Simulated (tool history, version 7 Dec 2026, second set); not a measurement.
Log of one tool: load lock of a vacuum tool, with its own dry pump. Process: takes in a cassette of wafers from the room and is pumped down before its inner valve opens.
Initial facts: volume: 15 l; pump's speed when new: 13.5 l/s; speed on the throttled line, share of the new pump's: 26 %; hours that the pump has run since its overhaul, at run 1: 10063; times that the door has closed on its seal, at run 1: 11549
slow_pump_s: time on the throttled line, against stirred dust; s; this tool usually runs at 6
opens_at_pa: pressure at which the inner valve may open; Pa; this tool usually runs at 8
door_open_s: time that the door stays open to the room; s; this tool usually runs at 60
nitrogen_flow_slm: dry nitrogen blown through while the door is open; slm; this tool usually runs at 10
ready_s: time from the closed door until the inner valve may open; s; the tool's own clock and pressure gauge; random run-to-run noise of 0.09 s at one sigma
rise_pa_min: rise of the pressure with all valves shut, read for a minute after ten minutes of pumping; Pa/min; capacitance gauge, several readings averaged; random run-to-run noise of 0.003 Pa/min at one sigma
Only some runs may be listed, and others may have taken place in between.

run    hour  slow_pump_s  opens_at_pa  door_open_s  nitrogen_flow_slm  hours that the pump has run since its overhaul  times that the door has closed on its seal  incoming humidity of the room's air, %  ready_s  rise_pa_min
  1       0            6            8           60                 10                                           10063                                       11549                                    46.9     16.4        0.055
  2    84.4            6            8           60                 10                                           10148                                       11725                                    43.4    16.51        0.047
  3   170.5            6            8           60                 10                                           10234                                       11903                                    44.2    16.29        0.048
  4   287.6            6            8           60                 10                                           10351                                       12146                                    45.3    16.45        0.051
  5   418.2            6            8           60                 10                                           10481                                       12417                                    48.4    16.63        0.051
  6   561.6            6            8           60                  5                                           10625                                       12715                                    45.8    16.48        0.059
  7   737.6            9            9           35                  7                                           10801                                       13081                                    47.1    18.36        0.046
  8   882.4            6            8          197                 10                                           10946                                       13381                                    46.4    16.57        0.074
  9  1068.9            6           14           60                 21                                           11132                                       13768                                    46.2    15.78        0.044
 10  1167.1            3           13           60                 10                                           11230                                       13972                                    42.5    13.68        0.044
 11  1322.4           10           15          163                 10                                           11386                                       14294                                    40.5     18.6         0.07

Here are 5 independent what-if runs from the current tool condition. What would each one return?
  A  1435.3            6            8           60                 20                                           11498                                       14529                                    43.6        ?            ?
  B  1435.3           10           14          163                 10                                           11498                                       14529                                    44.6        ?            ?
  C  1435.3            3            7          163                 34                                           11498                                       14529                                    43.4        ?            ?
  D  1435.3            8            8          163                  5                                           11498                                       14529                                    45.7        ?            ?
  E  1435.3            8           15          163                 10                                           11498                                       14529                                    44.5        ?            ?

run  ready_s  rise_pa_min
  A    16.61        0.044
  B    18.65         0.07
  C    14.57        0.049
  D    18.16        0.095
  E    17.05        0.069
What these runs would have given with no unlogged condition in the tool:
run  ready_s  rise_pa_min
  A    15.03        0.026
  B    17.36        0.051
  C    12.83        0.031
  D    16.67        0.076
  E    15.68         0.05

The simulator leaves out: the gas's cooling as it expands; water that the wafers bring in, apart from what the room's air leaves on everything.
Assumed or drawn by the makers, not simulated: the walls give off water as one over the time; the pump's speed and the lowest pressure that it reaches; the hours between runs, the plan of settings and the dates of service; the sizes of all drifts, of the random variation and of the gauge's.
